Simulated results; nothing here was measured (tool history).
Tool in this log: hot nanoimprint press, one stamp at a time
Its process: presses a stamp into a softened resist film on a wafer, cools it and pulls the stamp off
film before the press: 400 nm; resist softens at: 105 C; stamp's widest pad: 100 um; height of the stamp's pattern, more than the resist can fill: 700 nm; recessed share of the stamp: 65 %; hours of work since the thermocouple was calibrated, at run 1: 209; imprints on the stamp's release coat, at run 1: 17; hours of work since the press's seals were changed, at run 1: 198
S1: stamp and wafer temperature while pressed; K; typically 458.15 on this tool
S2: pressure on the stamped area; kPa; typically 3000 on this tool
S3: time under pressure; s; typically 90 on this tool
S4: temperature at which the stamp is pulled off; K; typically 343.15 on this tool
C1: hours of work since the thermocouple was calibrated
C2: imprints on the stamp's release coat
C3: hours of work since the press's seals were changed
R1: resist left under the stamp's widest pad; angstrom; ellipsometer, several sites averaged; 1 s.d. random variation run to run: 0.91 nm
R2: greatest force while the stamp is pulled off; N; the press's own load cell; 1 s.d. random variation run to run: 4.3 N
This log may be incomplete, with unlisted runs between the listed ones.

{"run": 1, "day": 0.0, "S1": 458.15, "S2": 3000, "S3": 90, "S4": 343.15, "C1": 209, "C2": 17, "C3": 198, "R1": 2085, "R2": 207}
{"run": 2, "day": 0.492, "S1": 452.15, "S2": 3000, "S3": 90, "S4": 343.15, "C1": 215, "C2": 58, "C3": 204, "R1": 2360, "R2": 211}
{"run": 3, "day": 1.158, "S1": 458.15, "S2": 2830, "S3": 90, "S4": 343.15, "C1": 223, "C2": 114, "C3": 212, "R1": 2127, "R2": 214}
{"run": 4, "day": 1.996, "S1": 458.15, "S2": 2830, "S3": 90, "S4": 343.15, "C1": 233, "C2": 184, "C3": 222, "R1": 2122, "R2": 212}
{"run": 5, "day": 2.708, "S1": 458.15, "S2": 2830, "S3": 90, "S4": 343.15, "C1": 242, "C2": 243, "C3": 231, "R1": 2139, "R2": 207}
{"run": 6, "day": 3.308, "S1": 458.15, "S2": 2830, "S3": 90, "S4": 343.15, "C1": 249, "C2": 293, "C3": 238, "R1": 2120, "R2": 210}
{"run": 7, "day": 3.892, "S1": 458.15, "S2": 2830, "S3": 90, "S4": 343.15, "C1": 256, "C2": 342, "C3": 245, "R1": 2116, "R2": 214}
{"run": 8, "day": 4.708, "S1": 452.15, "S2": 2830, "S3": 90, "S4": 343.15, "C1": 266, "C2": 410, "C3": 255, "R1": 2388, "R2": 215}
{"run": 9, "day": 5.438, "S1": 452.15, "S2": 2830, "S3": 90, "S4": 342.15, "C1": 275, "C2": 471, "C3": 263, "R1": 2362, "R2": 212}
{"run": 10, "day": 6.138, "S1": 452.15, "S2": 2830, "S3": 90, "S4": 342.15, "C1": 283, "C2": 529, "C3": 272, "R1": 2361, "R2": 220}
{"run": 11, "day": 6.608, "S1": 452.15, "S2": 2830, "S3": 90, "S4": 334.15, "C1": 289, "C2": 568, "C3": 278, "R1": 2364, "R2": 240}
{"run": 12, "day": 7.021, "S1": 452.15, "S2": 2830, "S3": 90, "S4": 334.15, "C1": 294, "C2": 603, "C3": 283, "R1": 2374, "R2": 250}
{"run": 13, "day": 7.512, "S1": 452.15, "S2": 2830, "S3": 90, "S4": 334.15, "C1": 299, "C2": 644, "C3": 288, "R1": 2332, "R2": 241}
{"day": 7.988, "done": "gauge calibrated"}
{"run": 14, "day": 8.267, "S1": 452.15, "S2": 2830, "S3": 90, "S4": 334.15, "C1": 309, "C2": 707, "C3": 298, "R1": 2417, "R2": 253}
{"run": 15, "day": 8.683, "S1": 463.15, "S2": 3000, "S3": 90, "S4": 335.15, "C1": 314, "C2": 742, "C3": 303, "R1": 1857, "R2": 240}
{"run": 16, "day": 9.175, "S1": 463.15, "S2": 3000, "S3": 90, "S4": 335.15, "C1": 319, "C2": 783, "C3": 308, "R1": 1870, "R2": 230}
{"run": 17, "day": 9.975, "S1": 463.15, "S2": 3000, "S3": 90, "S4": 335.15, "C1": 329, "C2": 850, "C3": 318, "R1": 1870, "R2": 242}
{"day": 10.321, "done": "plate thermocouple calibrated"}
{"run": 18, "day": 10.825, "S1": 463.15, "S2": 3000, "S3": 90, "S4": 335.15, "C1": 6, "C2": 910, "C3": 327, "R1": 1863, "R2": 241}
{"run": 19, "day": 11.246, "S1": 446.15, "S2": 2430, "S3": 90, "S4": 335.15, "C1": 11, "C2": 945, "C3": 332, "R1": 2818, "R2": 237}
{"run": 20, "day": 12.075, "S1": 446.15, "S2": 4770, "S3": 104, "S4": 340.15, "C1": 21, "C2": 1015, "C3": 342, "R1": 2148, "R2": 227}
{"run": 21, "day": 12.579, "S1": 467.15, "S2": 4750, "S3": 90, "S4": 344.15, "C1": 27, "C2": 1057, "C3": 348, "R1": 1369, "R2": 213}
{"run": 22, "day": 13.004, "S1": 458.15, "S2": 3000, "S3": 47, "S4": 346.15, "C1": 32, "C2": 1092, "C3": 353, "R1": 2558, "R2": 200}
{"run": 23, "day": 13.6, "S1": 464.15, "S2": 2950, "S3": 96, "S4": 334.15, "C1": 39, "C2": 1142, "C3": 360, "R1": 1773, "R2": 242}
{"run": 24, "day": 13.975, "S1": 458.15, "S2": 4220, "S3": 157, "S4": 343.15, "C1": 44, "C2": 1173, "C3": 365, "R1": 1416, "R2": 206}
{"run": 25, "day": 14.325, "S1": 458.15, "S2": 4220, "S3": 157, "S4": 343.15, "C1": 48, "C2": 1202, "C3": 369, "R1": 1424, "R2": 209}

The same runs without the tool's hidden state, with the same run-to-run variation:
The hidden state here: true temperature over the reading, C; pressure that arrives at the usual setting, %; grip of the stamp's worn release coat, % over a new coat's; drift of the gauge itself on residual_nm, %; drift of the gauge itself on pull_off_n, %.
run=1 R1=2087
run=2 R1=2365
run=3 R1=2136
run=4 R1=2136
run=5 R1=2157
run=6 R1=2142
run=7 R1=2141
run=8 R1=2422
run=9 R1=2401
run=10 R1=2405
run=11 R1=2411
run=12 R1=2424
run=13 R1=2385
run=14 R1=2421
run=15 R1=1863
run=16 R1=1878
run=17 R1=1882
run=18 R1=1877
run=19 R1=2843
run=20 R1=2171
run=21 R1=1386
run=22 R1=2593
run=23 R1=1801
run=24 R1=1439
run=25 R1=1449
For R2, the value without the hidden state is never more than 2 N from the measured value.

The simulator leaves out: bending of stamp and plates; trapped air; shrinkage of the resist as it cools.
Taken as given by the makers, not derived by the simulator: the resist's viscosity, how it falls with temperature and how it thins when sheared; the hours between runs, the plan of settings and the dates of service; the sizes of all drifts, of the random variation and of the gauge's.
